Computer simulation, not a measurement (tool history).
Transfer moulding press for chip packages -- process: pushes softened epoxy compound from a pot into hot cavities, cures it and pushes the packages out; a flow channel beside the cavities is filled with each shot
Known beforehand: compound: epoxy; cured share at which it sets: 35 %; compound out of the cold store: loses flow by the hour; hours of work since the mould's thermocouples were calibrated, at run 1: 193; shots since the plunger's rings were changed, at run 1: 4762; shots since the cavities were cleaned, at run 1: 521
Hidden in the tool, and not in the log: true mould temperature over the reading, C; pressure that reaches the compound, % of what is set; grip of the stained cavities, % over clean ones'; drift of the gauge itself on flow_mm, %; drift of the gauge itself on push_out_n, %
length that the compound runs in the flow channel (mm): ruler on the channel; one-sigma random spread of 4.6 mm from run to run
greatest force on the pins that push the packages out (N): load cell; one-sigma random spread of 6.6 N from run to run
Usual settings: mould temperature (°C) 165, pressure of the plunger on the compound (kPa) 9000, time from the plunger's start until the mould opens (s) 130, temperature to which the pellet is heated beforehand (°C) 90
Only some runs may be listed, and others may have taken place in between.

run	hour	mould temperature (°C)	pressure of the plunger on the compound (kPa)	time from the plunger's start until the mould opens (s)	temperature to which the pellet is heated beforehand (°C)	hours of work since the mould's thermocouples were calibrated	shots since the plunger's rings were changed	shots since the cavities were cleaned	incoming compound's hours out of the cold store	length that the compound runs in the flow channel (mm)	greatest force on the pins that push the packages out (N)
1	0.0	165	9000	130	90	193	4762	521	21.3	665	428
# hour 17.1: cavities cleaned with cleaning compound and waxed
2	33.6	165	9000	130	90	212	5034	141	46.3	610	336
3	60.0	165	9000	130	90	226	5256	363	13.6	671	410
4	81.4	165	9000	130	90	238	5437	544	11.9	671	441
# hour 93.1: cavities cleaned with cleaning compound and waxed
5	107.4	165	9000	130	90	252	5644	121	26.4	646	331
6	136.8	165	9000	130	90	269	5893	370	26.3	640	408
7	160.0	165	9000	130	90	282	6089	566	42.7	607	439
# hour 168.9: cavities cleaned with cleaning compound and waxed
8	201.1	165	9000	130	90	304	6423	272	18.1	659	363
# hour 209.3: plunger's sealing rings changed
9	239.4	165	9000	130	90	325	255	576	22.4	685	445
# hour 248.8: cavities cleaned with cleaning compound and waxed
10	280.2	165	9000	130	90	347	586	265	35.6	652	359
11	318.9	165	9000	130	90	369	914	593	36.6	641	429
# hour 327.3: cavities cleaned with cleaning compound and waxed
12	344.5	165	9000	130	90	382	1118	146	8.6	707	354
13	378.6	165	9000	130	90	402	1405	433	10.6	706	420
14	399.2	165	9000	162	90	413	1580	608	23.3	670	378
# hour 402.7: cavities cleaned with cleaning compound and waxed
15	428.4	165	7930	124	90	429	1814	217	40.3	604	389
16	458.7	165	7930	124	90	446	2070	473	14.5	645	463
# hour 478.1: cavities cleaned with cleaning compound and waxed
17	479.7	160	9500	130	90	457	2235	14	42.9	667	342
18	506.1	160	9500	130	90	472	2458	237	31.4	696	460
19	534.1	160	7000	112	84	488	2694	473	15.4	617	760
# hour 553.6: cavities cleaned with cleaning compound and waxed
20	571.2	160	7000	112	84	508	2996	149	36.9	570	566
21	613.2	161	9000	114	90	532	3351	504	24.5	677	643
# hour 631.3: cavities cleaned with cleaning compound and waxed
22	639.5	161	9000	114	90	546	3560	69	33.6	656	480
# hour 659.1: mould's thermocouples calibrated
23	678.8	165	10820	167	81	11	3876	385	46.9	681	334
# hour 709.4: cavities cleaned with cleaning compound and waxed
24	709.4	161	6820	148	98	28	4121	0	22.2	585	267
25	744.6	165	9000	130	97	47	4419	298	32.1	643	386
26	767.6	157	9220	130	81	60	4613	492	15.2	708	717
# hour 786.0: cavities cleaned with cleaning compound and waxed
27	795.9	165	8220	130	90	76	4840	84	36.1	607	333

Here are 4 independent what-if runs from the current tool condition. What would each one return?
A	817.9	167	6890	158	90	88	5026	270	18.3	?	?
B	817.9	160	9000	130	90	88	5026	270	38.2	?	?
C	817.9	165	10030	124	90	88	5026	270	14.8	?	?
D	817.9	163	9000	161	84	88	5026	270	40.1	?	?

run	length that the compound runs in the flow channel (mm)	greatest force on the pins that push the packages out (N)
A	576	323
B	640	501
C	726	403
D	632	344
What these runs would have given with no unlogged condition in the tool:
run	length that the compound runs in the flow channel (mm)	greatest force on the pins that push the packages out (N)
A	603	226
B	669	352
C	758	280
D	661	239
